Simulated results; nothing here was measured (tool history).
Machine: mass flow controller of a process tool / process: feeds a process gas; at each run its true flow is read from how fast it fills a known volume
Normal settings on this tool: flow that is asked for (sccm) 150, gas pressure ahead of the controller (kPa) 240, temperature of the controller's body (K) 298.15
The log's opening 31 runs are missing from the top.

run	day	flow that is asked for (sccm)	gas pressure ahead of the controller (kPa)	temperature of the controller's body (K)	hours of work since the controller was set to zero	hours of work since the controller was changed	true flow (%)
32	236.842	473	195	309.15	832	832	100.59
33	243.133	473	171	299.15	910	910	99.80
34	252.800	82	189	309.15	1031	1031	99.17
35	259.046	150	222	307.15	1109	1109	99.57
36	264.767	103	240	302.15	1181	1181	99.22
37	270.738	308	143	299.15	1255	1255	98.99
38	275.588	308	272	299.15	1316	1316	99.74
39	283.958	69	229	300.15	1421	1421	98.89
40	293.867	479	195	301.15	1545	1545	100.10
41	302.633	150	213	298.15	1654	1654	98.94
42	307.596	219	210	297.15	1716	1716	99.05
43	315.054	273	206	294.15	1809	1809	99.07
44	325.267	150	170	307.15	1937	1937	99.26

4 options for the next run, each taken on its own from the tool as it stands now. Forecast them:
A	334.558	269	170	307.15	2053	2053	?
B	334.558	71	210	298.15	2053	2053	?
C	334.558	150	240	301.15	2053	2053	?
D	334.558	144	170	307.15	2053	2053	?

run	true flow (%)
A	99.64
B	98.68
C	99.31
D	99.27
Take away the tool's hidden state, keep each run's random variation, and the runs would have read:
run	true flow (%)
A	99.64
B	98.69
C	99.31
D	99.27
